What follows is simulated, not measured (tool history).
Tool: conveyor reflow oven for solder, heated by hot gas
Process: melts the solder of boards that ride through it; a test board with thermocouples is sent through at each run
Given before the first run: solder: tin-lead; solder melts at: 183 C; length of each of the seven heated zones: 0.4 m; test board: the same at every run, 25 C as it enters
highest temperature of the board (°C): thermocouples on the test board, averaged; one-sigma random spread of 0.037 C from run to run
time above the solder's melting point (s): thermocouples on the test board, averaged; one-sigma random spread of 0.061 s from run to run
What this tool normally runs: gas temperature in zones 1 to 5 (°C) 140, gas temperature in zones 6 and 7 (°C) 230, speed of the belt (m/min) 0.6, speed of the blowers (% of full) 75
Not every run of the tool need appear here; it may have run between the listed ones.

| run | day | gas temperature in zones 1 to 5 (°C) | gas temperature in zones 6 and 7 (°C) | speed of the belt (m/min) | speed of the blowers (% of full) | highest temperature of the board (°C) | time above the solder's melting point (s) |
|---|---|---|---|---|---|---|---|
| 1 | 0 | 140 | 230 | 0.6 | 75 | 212.86 | 56.87 |
| 2 | 2.046 | 140 | 230 | 0.6 | 75 | 212.84 | 56.68 |
| 3 | 3.471 | 140 | 230 | 0.6 | 75 | 212.75 | 56.69 |
| 4 | 5.367 | 140 | 230 | 0.6 | 75 | 212.71 | 56.75 |
| 5 | 7.129 | 140 | 230 | 0.6 | 75 | 212.68 | 56.7 |
| 6 | 8.467 | 140 | 230 | 0.648 | 75 | 210.21 | 49.52 |
| 7 | 9.462 | 140 | 230 | 0.648 | 75 | 210.1 | 49.45 |
| 8 | 11.496 | 140 | 230 | 0.648 | 75 | 210.05 | 49.37 |
|  | 13.383 | flux residue cleaned out of gas plates and filters |
| 9 | 13.492 | 140 | 230 | 0.648 | 75 | 210.77 | 50.31 |
| 10 | 14.962 | 140 | 230 | 0.648 | 75 | 210.71 | 50.18 |
| 11 | 15.879 | 140 | 230 | 0.648 | 75 | 210.8 | 50.19 |
| 12 | 17.875 | 140 | 230 | 0.574 | 75 | 214.51 | 61.5 |
| 13 | 18.729 | 140 | 224 | 0.6 | 75 | 208.06 | 52.34 |
| 14 | 19.825 | 140 | 230 | 0.6 | 75 | 213.08 | 57.18 |
| 15 | 21.6 | 140 | 245 | 0.6 | 75 | 225.79 | 67.01 |
| 16 | 23.233 | 140 | 245 | 0.6 | 75 | 225.73 | 66.88 |
| 17 | 25.25 | 151 | 219 | 0.521 | 75 | 209.04 | 68.98 |
| 18 | 26.762 | 151 | 219 | 0.521 | 75 | 208.99 | 68.92 |
| 19 | 27.717 | 151 | 238 | 0.527 | 68 | 223.61 | 79.97 |
| 20 | 29.358 | 151 | 238 | 0.628 | 68 | 217.96 | 62.37 |
| 21 | 30.338 | 127 | 230 | 0.6 | 75 | 210.25 | 49.83 |
|  | 31.525 | flux residue cleaned out of gas plates and filters |
| 22 | 32.471 | 133 | 224 | 0.668 | 76 | 203.76 | 39.22 |
| 23 | 34.525 | 135 | 240 | 0.529 | 79 | 226.35 | 75.09 |
| 24 | 35.746 | 139 | 230 | 0.6 | 75 | 213.15 | 56.83 |
| 25 | 37.254 | 140 | 230 | 0.615 | 68 | 210.1 | 52.25 |
| 26 | 38.942 | 143 | 231 | 0.615 | 67 | 211.23 | 54.45 |
| 27 | 40.375 | 136 | 231 | 0.615 | 59 | 206.18 | 45.36 |
| 28 | 42.258 | 128 | 231 | 0.6 | 59 | 205.08 | 42.75 |
| 29 | 43.892 | 128 | 220 | 0.614 | 79 | 202.9 | 40.98 |
| 30 | 45.454 | 140 | 230 | 0.639 | 59 | 204.83 | 43.14 |
| 31 | 46.629 | 140 | 243 | 0.6 | 75 | 224.05 | 65.88 |

Forecast each of these 4 alternatives for the next run:
| A | 48.396 | 142 | 226 | 0.6 | 75 | ? | ? |
| B | 48.396 | 137 | 225 | 0.6 | 59 | ? | ? |
| C | 48.396 | 140 | 243 | 0.6 | 69 | ? | ? |
| D | 48.396 | 140 | 220 | 0.6 | 75 | ? | ? |

| run | highest temperature of the board (°C) | time above the solder's melting point (s) |
|---|---|---|
| A | 210.09 | 55.11 |
| B | 202.47 | 42.34 |
| C | 221.95 | 64 |
| D | 204.71 | 48.46 |
Without the tool's hidden state the same runs would have given:
| run | highest temperature of the board (°C) | time above the solder's melting point (s) |
|---|---|---|
| A | 210.13 | 54.79 |
| B | 202.43 | 42 |
| C | 222.03 | 63.48 |
| D | 204.74 | 48.24 |
